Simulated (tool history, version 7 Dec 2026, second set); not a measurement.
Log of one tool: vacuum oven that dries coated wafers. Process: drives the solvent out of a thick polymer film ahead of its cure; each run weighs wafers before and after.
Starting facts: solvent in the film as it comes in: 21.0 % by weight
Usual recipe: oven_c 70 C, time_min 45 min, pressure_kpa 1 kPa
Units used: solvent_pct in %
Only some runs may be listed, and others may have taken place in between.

run   hour  oven_c  time_min  pressure_kpa  solvent_pct
  1      0      70        45             1         0.76
  2   39.2      70        45             1         0.84
  3   74.9      70        45             1         0.76
      99.8  -- oven's thermocouples calibrated
  4  102.5      70        45             1         0.99
  5  132.3      70        45             1         1.02
  6  158.1      64        74          1.31         1.12
  7  184.5      64        74          1.31         1.18
  8  209.3      64        74          1.31         1.17
  9  241.3      64        74          1.31         1.11
 10  280.1      64        74          1.31         1.14

5 options for the next run, each taken on its own from the tool as it stands now. Forecast them:
  A   304      56        63           1.7            ?
  B   304      75        36          1.31            ?
  C   304      58        45          2.31            ?
  D   304      64        64          3.27            ?
  E   304      56        37          0.61            ?

run  solvent_pct
  A         3.93
  B         0.84
  C         5.07
  D         2.35
  E         6.34
With the hidden condition removed and each run's random variation left untouched, the same runs would have given:
run  solvent_pct
  A         3.87
  B          0.8
  C         5.03
  D         2.29
  E         6.31
